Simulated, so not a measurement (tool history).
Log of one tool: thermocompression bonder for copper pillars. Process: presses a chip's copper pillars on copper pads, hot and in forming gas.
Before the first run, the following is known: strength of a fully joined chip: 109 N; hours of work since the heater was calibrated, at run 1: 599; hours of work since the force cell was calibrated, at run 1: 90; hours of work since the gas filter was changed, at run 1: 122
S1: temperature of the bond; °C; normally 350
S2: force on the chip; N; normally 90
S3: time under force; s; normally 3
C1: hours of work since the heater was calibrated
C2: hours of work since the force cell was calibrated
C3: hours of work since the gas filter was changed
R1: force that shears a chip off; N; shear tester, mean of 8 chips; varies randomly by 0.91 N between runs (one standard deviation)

run,hour,S1,S2,S3,C1,C2,C3,R1
1,0,350,90,3,599,90,122,67.6
2,14.3,350,78,3,608,99,131,62.5
3,26.3,350,90,3,615,106,138,66.8
# hour 36.8: heater calibrated with a thermocouple chip
4,47.9,361,90,3,7,118,149,77.8
5,63.2,350,90,6,16,127,159,85.9
6,77.4,350,90,6,24,135,167,83.4
7,89.4,350,90,5,32,143,174,80.3
8,100,350,90,5,38,149,181,81.7
9,108.6,350,90,3,43,154,186,71.5
10,116.6,350,90,2,48,159,191,64.7
11,129.4,361,90,3,56,167,198,78.3
12,138,327,90,3,61,172,204,56.7
13,150.1,350,90,3,68,179,211,71.1
14,164.7,350,90,3,77,188,220,72.5
15,176,350,90,3,84,195,226,69.7
16,193.9,350,90,3,94,205,237,70.6
17,203.4,350,90,3,100,211,243,70.3
18,219,350,90,2,109,220,252,62.5
19,236,350,90,3,120,231,262,67.8
20,245.4,323,90,3,125,236,268,53.2
21,256.4,352,84,7,132,243,275,80.3
22,273.9,352,84,7,142,253,285,79.8
23,292,352,84,7,153,264,296,81.3
24,307.6,352,84,7,163,274,305,82.1
25,324,357,76,2,172,283,315,59.1
26,334.6,359,76,3,179,290,322,65.5
27,348.4,366,84,3,187,298,330,73.3
28,360.3,320,62,3,194,305,337,38.8

Run 29 has not been measured yet. What should we expect?
29,380.2,320,62,3,206,317,349,?

{"run 29": {"R1": 36.5}}
On a tool with no hidden condition, and with the same random variation, this run would have come out at R1 41.7 N.
